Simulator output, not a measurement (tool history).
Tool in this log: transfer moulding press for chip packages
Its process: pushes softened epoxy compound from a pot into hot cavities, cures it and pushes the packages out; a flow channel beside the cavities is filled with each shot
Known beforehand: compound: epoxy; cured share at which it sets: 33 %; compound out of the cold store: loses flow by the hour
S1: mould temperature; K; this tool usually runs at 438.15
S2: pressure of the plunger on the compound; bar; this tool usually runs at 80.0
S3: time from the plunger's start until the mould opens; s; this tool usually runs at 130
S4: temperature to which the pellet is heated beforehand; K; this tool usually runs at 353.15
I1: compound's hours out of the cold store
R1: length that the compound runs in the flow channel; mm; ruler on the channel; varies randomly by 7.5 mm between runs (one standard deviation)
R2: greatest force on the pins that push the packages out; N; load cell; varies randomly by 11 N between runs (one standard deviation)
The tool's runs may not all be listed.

| run | hour | S1 | S2 | S3 | S4 | I1 | R1 | R2 |
|---|---|---|---|---|---|---|---|---|
| 1 | 0.0 | 438.15 | 80.0 | 130 | 353.15 | 12.3 | 796 | 525 |
| 2 | 85.3 | 438.15 | 80.0 | 130 | 353.15 | 14.2 | 799 | 715 |
|  | 102.9 | plunger's sealing rings changed |
| 3 | 131.2 | 438.15 | 66.5 | 130 | 353.15 | 26.4 | 723 | 739 |
|  | 156.4 | cavities cleaned with cleaning compound and waxed |
| 4 | 211.4 | 438.15 | 66.5 | 130 | 353.15 | 36.9 | 701 | 642 |
| 5 | 269.1 | 438.15 | 66.5 | 130 | 353.15 | 34.3 | 689 | 707 |
|  | 310.4 | cavities cleaned with cleaning compound and waxed |
| 6 | 346.8 | 438.15 | 66.5 | 130 | 353.15 | 43.2 | 654 | 571 |
| 7 | 444.1 | 438.15 | 66.5 | 130 | 349.15 | 19.5 | 740 | 777 |
|  | 461.8 | cavities cleaned with cleaning compound and waxed |
|  | 520.2 | mould's thermocouples calibrated |
| 8 | 535.6 | 438.15 | 66.5 | 130 | 349.15 | 32.6 | 680 | 656 |
| 9 | 582.0 | 438.15 | 70.0 | 130 | 353.15 | 31.3 | 698 | 677 |
|  | 619.3 | cavities cleaned with cleaning compound and waxed |
| 10 | 638.5 | 438.15 | 70.0 | 130 | 353.15 | 30.0 | 707 | 524 |
| 11 | 724.1 | 438.15 | 70.0 | 130 | 353.15 | 18.5 | 752 | 721 |
|  | 774.1 | cavities cleaned with cleaning compound and waxed |
| 12 | 785.3 | 438.15 | 70.0 | 130 | 353.15 | 45.1 | 660 | 505 |
| 13 | 874.9 | 438.15 | 70.0 | 130 | 353.15 | 11.1 | 758 | 725 |
|  | 928.2 | cavities cleaned with cleaning compound and waxed |
| 14 | 951.1 | 438.15 | 80.0 | 130 | 353.15 | 28.5 | 760 | 558 |
| 15 | 1015.8 | 438.15 | 80.0 | 130 | 353.15 | 25.6 | 753 | 682 |
|  | 1081.5 | cavities cleaned with cleaning compound and waxed |
| 16 | 1085.4 | 438.15 | 80.0 | 130 | 353.15 | 8.8 | 825 | 516 |
| 17 | 1130.4 | 432.15 | 67.2 | 160 | 357.15 | 36.8 | 673 | 593 |
| 18 | 1186.9 | 438.15 | 73.0 | 129 | 353.15 | 18.0 | 740 | 737 |
|  | 1232.5 | plunger's sealing rings changed |
|  | 1242.5 | cavities cleaned with cleaning compound and waxed |
| 19 | 1275.5 | 443.15 | 88.9 | 135 | 363.15 | 31.9 | 805 | 447 |
| 20 | 1349.2 | 443.15 | 88.9 | 120 | 363.15 | 19.6 | 841 | 618 |
|  | 1395.8 | cavities cleaned with cleaning compound and waxed |
| 21 | 1400.6 | 442.15 | 88.9 | 126 | 363.15 | 14.0 | 862 | 409 |
| 22 | 1487.9 | 442.15 | 82.3 | 126 | 357.15 | 27.0 | 775 | 581 |
|  | 1549.3 | cavities cleaned with cleaning compound and waxed |
| 23 | 1551.9 | 434.15 | 80.4 | 115 | 354.15 | 29.5 | 791 | 827 |
| 24 | 1620.7 | 434.15 | 80.4 | 115 | 354.15 | 42.8 | 750 | 1083 |
|  | 1702.0 | cavities cleaned with cleaning compound and waxed |
| 25 | 1704.4 | 434.15 | 96.3 | 120 | 354.15 | 24.9 | 878 | 789 |
| 26 | 1796.8 | 432.15 | 77.9 | 137 | 353.15 | 33.4 | 753 | 940 |
|  | 1854.6 | cavities cleaned with cleaning compound and waxed |
| 27 | 1900.7 | 431.15 | 74.7 | 166 | 345.15 | 18.2 | 810 | 686 |

Alternative continuations, all from the tool just after run 27; predict every row:
| A | 1943.5 | 431.15 | 74.7 | 156 | 345.15 | 37.4 | ? | ? |
| B | 1943.5 | 438.15 | 80.0 | 112 | 353.15 | 43.9 | ? | ? |
| C | 1943.5 | 438.15 | 74.7 | 166 | 345.15 | 44.3 | ? | ? |
| D | 1943.5 | 438.15 | 85.5 | 161 | 357.15 | 11.3 | ? | ? |

| run | R1 | R2 |
|---|---|---|
| A | 732 | 749 |
| B | 712 | 878 |
| C | 676 | 551 |
| D | 865 | 583 |
Without the tool's unlogged condition, the same runs would have read:
| run | R1 | R2 |
|---|---|---|
| A | 759 | 507 |
| B | 739 | 593 |
| C | 702 | 383 |
| D | 898 | 400 |

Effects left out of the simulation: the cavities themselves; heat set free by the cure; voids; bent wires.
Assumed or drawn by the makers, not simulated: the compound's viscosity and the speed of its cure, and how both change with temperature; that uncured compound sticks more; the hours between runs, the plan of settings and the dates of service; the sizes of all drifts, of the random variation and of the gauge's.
